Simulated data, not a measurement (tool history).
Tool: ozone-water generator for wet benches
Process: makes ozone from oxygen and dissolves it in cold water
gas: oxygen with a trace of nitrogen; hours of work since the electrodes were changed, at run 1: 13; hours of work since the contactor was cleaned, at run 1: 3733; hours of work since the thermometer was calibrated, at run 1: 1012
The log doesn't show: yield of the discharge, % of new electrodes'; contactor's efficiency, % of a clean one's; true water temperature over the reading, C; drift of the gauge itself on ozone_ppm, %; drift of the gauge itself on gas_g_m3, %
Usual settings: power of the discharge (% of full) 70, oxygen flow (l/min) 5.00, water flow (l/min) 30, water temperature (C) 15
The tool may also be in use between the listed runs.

| run | hour | power of the discharge (% of full) | oxygen flow (l/min) | water flow (l/min) | water temperature (C) | hours of work since the electrodes were changed | hours of work since the contactor was cleaned | hours of work since the thermometer was calibrated | dissolved ozone (ppm) | ozone in the gas ahead of the water (g/m3) |
|---|---|---|---|---|---|---|---|---|---|---|
| 1 | 0.0 | 70 | 5.00 | 30 | 15 | 13 | 3733 | 1012 | 16.0 | 228.0 |
| 2 | 64.6 | 70 | 5.00 | 30 | 15 | 64 | 3784 | 1063 | 15.8 | 229.0 |
| 3 | 177.4 | 70 | 5.00 | 30 | 15 | 152 | 3872 | 1151 | 15.6 | 227.5 |
| 4 | 324.8 | 70 | 5.00 | 30 | 15 | 267 | 3987 | 1266 | 15.9 | 229.1 |
| 5 | 453.2 | 70 | 5.61 | 30 | 15 | 367 | 4087 | 1366 | 16.2 | 217.4 |
| 6 | 593.0 | 70 | 5.00 | 37 | 15 | 476 | 4196 | 1475 | 12.5 | 225.5 |
| 7 | 663.7 | 46 | 5.00 | 30 | 15 | 531 | 4251 | 1531 | 11.7 | 162.0 |
| 8 | 763.4 | 70 | 5.00 | 30 | 15 | 609 | 4329 | 1608 | 15.6 | 224.9 |
| 9 | 878.7 | 45 | 5.00 | 30 | 15 | 699 | 4419 | 1698 | 11.2 | 160.7 |
| 10 | 946.1 | 46 | 5.00 | 30 | 15 | 752 | 4472 | 1751 | 11.4 | 161.6 |
| 11 | 1089.3 | 70 | 5.00 | 26 | 15 | 864 | 4584 | 1863 | 18.3 | 222.0 |
| 12 | 1184.2 | 70 | 5.00 | 40 | 15 | 938 | 4658 | 1937 | 11.6 | 224.1 |
| 13 | 1308.2 | 70 | 5.00 | 40 | 15 | 1035 | 4755 | 2034 | 11.8 | 222.9 |
| 14 | 1374.4 | 70 | 3.34 | 40 | 15 | 1086 | 4806 | 2085 | 10.1 | 263.3 |
|  | 1397.0 | gauge calibrated |
| 15 | 1506.1 | 70 | 3.34 | 40 | 15 | 1189 | 4909 | 2188 | 9.7 | 267.5 |
| 16 | 1647.7 | 70 | 3.34 | 40 | 15 | 1300 | 5020 | 2299 | 9.9 | 267.3 |
| 17 | 1794.9 | 46 | 5.00 | 30 | 15 | 1415 | 5135 | 2414 | 11.5 | 165.5 |
| 18 | 1911.2 | 60 | 3.70 | 42 | 8 | 1505 | 5225 | 2504 | 9.2 | 228.5 |
| 19 | 2047.9 | 72 | 4.00 | 29 | 15 | 1612 | 5332 | 2611 | 15.5 | 252.0 |
| 20 | 2135.6 | 72 | 4.00 | 29 | 15 | 1681 | 5401 | 2680 | 15.6 | 256.4 |
| 21 | 2239.8 | 53 | 5.00 | 30 | 16 | 1762 | 5482 | 2761 | 12.7 | 182.4 |
| 22 | 2394.4 | 70 | 5.00 | 35 | 13 | 1883 | 5603 | 2882 | 13.7 | 222.6 |
| 23 | 2484.7 | 43 | 5.00 | 30 | 10 | 1953 | 5673 | 2952 | 11.6 | 152.1 |
| 24 | 2567.6 | 56 | 3.52 | 37 | 9 | 2018 | 5738 | 3017 | 9.9 | 216.8 |
| 25 | 2670.9 | 56 | 3.52 | 37 | 9 | 2098 | 5818 | 3098 | 9.8 | 215.8 |
|  | 2705.7 | water thermometer calibrated |
| 26 | 2795.1 | 93 | 5.00 | 30 | 15 | 2195 | 5915 | 70 | 19.5 | 275.7 |
| 27 | 2946.8 | 95 | 5.00 | 30 | 15 | 2313 | 6033 | 188 | 20.0 | 279.0 |
| 28 | 3078.2 | 95 | 3.97 | 27 | 15 | 2416 | 6136 | 291 | 20.7 | 307.5 |
| 29 | 3178.4 | 49 | 4.74 | 44 | 16 | 2494 | 6214 | 369 | 7.6 | 171.0 |
| 30 | 3282.7 | 48 | 4.74 | 45 | 16 | 2576 | 6296 | 450 | 7.6 | 167.6 |
| 31 | 3365.6 | 48 | 4.74 | 45 | 16 | 2640 | 6360 | 515 | 7.4 | 169.5 |
| 32 | 3517.4 | 69 | 4.74 | 29 | 16 | 2759 | 6479 | 634 | 16.1 | 220.2 |
| 33 | 3614.5 | 69 | 4.74 | 29 | 16 | 2835 | 6555 | 709 | 15.9 | 221.6 |

How the hidden state differs across the entries between the runs, from the last listed run before each to the first after it:
Between runs 14 and 15: gauge calibrated (hour 1397.0)
  drift of the gauge itself on gas_g_m3, %: -2.84 -> -0.23
  measured less the result without the state, ozone in the gas ahead of the water (g/m3): -7.8 -> -0.7
Between runs 25 and 26: water thermometer calibrated (hour 2705.7)
  drift of the gauge itself on gas_g_m3, %: -2.64 -> -2.89
  measured less the result without the state, ozone in the gas ahead of the water (g/m3): -5.9 -> -8.4
